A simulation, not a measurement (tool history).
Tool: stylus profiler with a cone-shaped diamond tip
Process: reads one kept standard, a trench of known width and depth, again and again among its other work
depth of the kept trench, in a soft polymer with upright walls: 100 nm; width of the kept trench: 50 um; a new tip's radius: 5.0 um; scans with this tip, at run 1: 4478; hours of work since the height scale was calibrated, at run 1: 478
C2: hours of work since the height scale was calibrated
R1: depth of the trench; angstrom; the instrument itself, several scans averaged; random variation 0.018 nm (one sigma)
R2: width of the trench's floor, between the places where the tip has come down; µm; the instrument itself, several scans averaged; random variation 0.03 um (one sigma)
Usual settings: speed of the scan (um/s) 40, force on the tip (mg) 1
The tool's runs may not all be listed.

{"run": 1, "day": 0.0, "speed of the scan (um/s)": 40, "force on the tip (mg)": 1, "scans with this tip": 4478, "C2": 478, "R1": 1010.3, "R2": 47.13}
{"run": 2, "day": 3.525, "speed of the scan (um/s)": 33, "force on the tip (mg)": 1, "scans with this tip": 4913, "C2": 525, "R1": 1010.6, "R2": 47.14}
{"run": 3, "day": 6.467, "speed of the scan (um/s)": 33, "force on the tip (mg)": 1, "scans with this tip": 5275, "C2": 563, "R1": 1010.3, "R2": 47.07}
{"run": 4, "day": 9.338, "speed of the scan (um/s)": 33, "force on the tip (mg)": 1, "scans with this tip": 5629, "C2": 601, "R1": 1010.4, "R2": 47.02}
{"run": 5, "day": 11.504, "speed of the scan (um/s)": 33, "force on the tip (mg)": 1, "scans with this tip": 5896, "C2": 630, "R1": 1010.6, "R2": 46.97}
{"run": 6, "day": 14.412, "speed of the scan (um/s)": 33, "force on the tip (mg)": 1, "scans with this tip": 6254, "C2": 668, "R1": 1010.8, "R2": 46.89}
{"run": 7, "day": 17.033, "speed of the scan (um/s)": 40, "force on the tip (mg)": 1, "scans with this tip": 6577, "C2": 702, "R1": 1010.7, "R2": 46.83}
{"run": 8, "day": 20.979, "speed of the scan (um/s)": 40, "force on the tip (mg)": 1, "scans with this tip": 7063, "C2": 754, "R1": 1011, "R2": 46.77}
{"run": 9, "day": 25.838, "speed of the scan (um/s)": 40, "force on the tip (mg)": 1, "scans with this tip": 7661, "C2": 818, "R1": 1011.1, "R2": 46.7}
{"run": 10, "day": 30.783, "speed of the scan (um/s)": 40, "force on the tip (mg)": 1, "scans with this tip": 8270, "C2": 883, "R1": 1011.1, "R2": 46.68}
{"run": 11, "day": 33.625, "speed of the scan (um/s)": 40, "force on the tip (mg)": 1, "scans with this tip": 8620, "C2": 921, "R1": 1011, "R2": 46.65}
{"run": 12, "day": 35.9, "speed of the scan (um/s)": 40, "force on the tip (mg)": 1, "scans with this tip": 8901, "C2": 950, "R1": 1011.5, "R2": 46.56}
{"run": 13, "day": 38.479, "speed of the scan (um/s)": 40, "force on the tip (mg)": 1, "scans with this tip": 9218, "C2": 984, "R1": 1011, "R2": 46.52}
{"run": 14, "day": 43.512, "speed of the scan (um/s)": 40, "force on the tip (mg)": 1, "scans with this tip": 9838, "C2": 1051, "R1": 1011.3, "R2": 46.49}
{"run": 15, "day": 45.746, "speed of the scan (um/s)": 40, "force on the tip (mg)": 2.24, "scans with this tip": 10113, "C2": 1080, "R1": 1018.1, "R2": 46.6}
{"run": 16, "day": 48.117, "speed of the scan (um/s)": 19, "force on the tip (mg)": 0.43, "scans with this tip": 10406, "C2": 1111, "R1": 1007.4, "R2": 46.47}
{"run": 17, "day": 51.417, "speed of the scan (um/s)": 101, "force on the tip (mg)": 0.37, "scans with this tip": 10812, "C2": 1155, "R1": 1007.1, "R2": 45.36}
{"run": 18, "day": 55.479, "speed of the scan (um/s)": 131, "force on the tip (mg)": 0.42, "scans with this tip": 11313, "C2": 1208, "R1": 1007.7, "R2": 44.98}
{"run": 19, "day": 57.671, "speed of the scan (um/s)": 28, "force on the tip (mg)": 2.32, "scans with this tip": 11583, "C2": 1237, "R1": 1018.9, "R2": 46.47}
{"day": 59.562, "done": "height scale calibrated on a step standard"}
{"run": 20, "day": 62.65, "speed of the scan (um/s)": 23, "force on the tip (mg)": 1, "scans with this tip": 12193, "C2": 41, "R1": 1010, "R2": 46.32}
{"run": 21, "day": 66.638, "speed of the scan (um/s)": 23, "force on the tip (mg)": 1, "scans with this tip": 12685, "C2": 93, "R1": 1010, "R2": 46.36}
{"run": 22, "day": 70.654, "speed of the scan (um/s)": 18, "force on the tip (mg)": 0.92, "scans with this tip": 13179, "C2": 146, "R1": 1009.9, "R2": 46.33}
{"run": 23, "day": 73.362, "speed of the scan (um/s)": 17, "force on the tip (mg)": 0.91, "scans with this tip": 13513, "C2": 182, "R1": 1009.9, "R2": 46.33}
{"run": 24, "day": 77.662, "speed of the scan (um/s)": 68, "force on the tip (mg)": 2.94, "scans with this tip": 14043, "C2": 238, "R1": 1020.7, "R2": 46.15}
{"day": 80.954, "done": "new tip fitted, height scale calibrated"}
{"run": 25, "day": 81.638, "speed of the scan (um/s)": 155, "force on the tip (mg)": 2.69, "scans with this tip": 84, "C2": 9, "R1": 1018.5, "R2": 47.27}
{"run": 26, "day": 86.733, "speed of the scan (um/s)": 56, "force on the tip (mg)": 0.57, "scans with this tip": 712, "C2": 76, "R1": 1006.7, "R2": 47.26}
{"run": 27, "day": 91.088, "speed of the scan (um/s)": 24, "force on the tip (mg)": 0.48, "scans with this tip": 1248, "C2": 133, "R1": 1006.4, "R2": 47.57}
{"run": 28, "day": 96.171, "speed of the scan (um/s)": 14, "force on the tip (mg)": 0.47, "scans with this tip": 1874, "C2": 200, "R1": 1005.9, "R2": 47.57}
{"run": 29, "day": 100.796, "speed of the scan (um/s)": 14, "force on the tip (mg)": 0.47, "scans with this tip": 2444, "C2": 261, "R1": 1006.7, "R2": 47.53}

Forecast each of these 4 alternatives for the next run:
{"run": "A", "day": 105.067, "speed of the scan (um/s)": 11, "force on the tip (mg)": 0.55, "scans with this tip": 2970, "C2": 317, "R1": "?", "R2": "?"}
{"run": "B", "day": 105.067, "speed of the scan (um/s)": 16, "force on the tip (mg)": 1.44, "scans with this tip": 2970, "C2": 317, "R1": "?", "R2": "?"}
{"run": "C", "day": 105.067, "speed of the scan (um/s)": 160, "force on the tip (mg)": 0.85, "scans with this tip": 2970, "C2": 317, "R1": "?", "R2": "?"}
{"run": "D", "day": 105.067, "speed of the scan (um/s)": 14, "force on the tip (mg)": 1.22, "scans with this tip": 2970, "C2": 317, "R1": "?", "R2": "?"}

run=A R1=1007.2 R2=47.44
run=B R1=1013.2 R2=47.47
run=C R1=1009.6 R2=46.16
run=D R1=1011.6 R2=47.5
Without the tool's hidden state the same runs would have given:
run=A R1=1006.3 R2=47.85
run=B R1=1012.3 R2=47.88
run=C R1=1008.7 R2=46.57
run=D R1=1010.7 R2=47.91
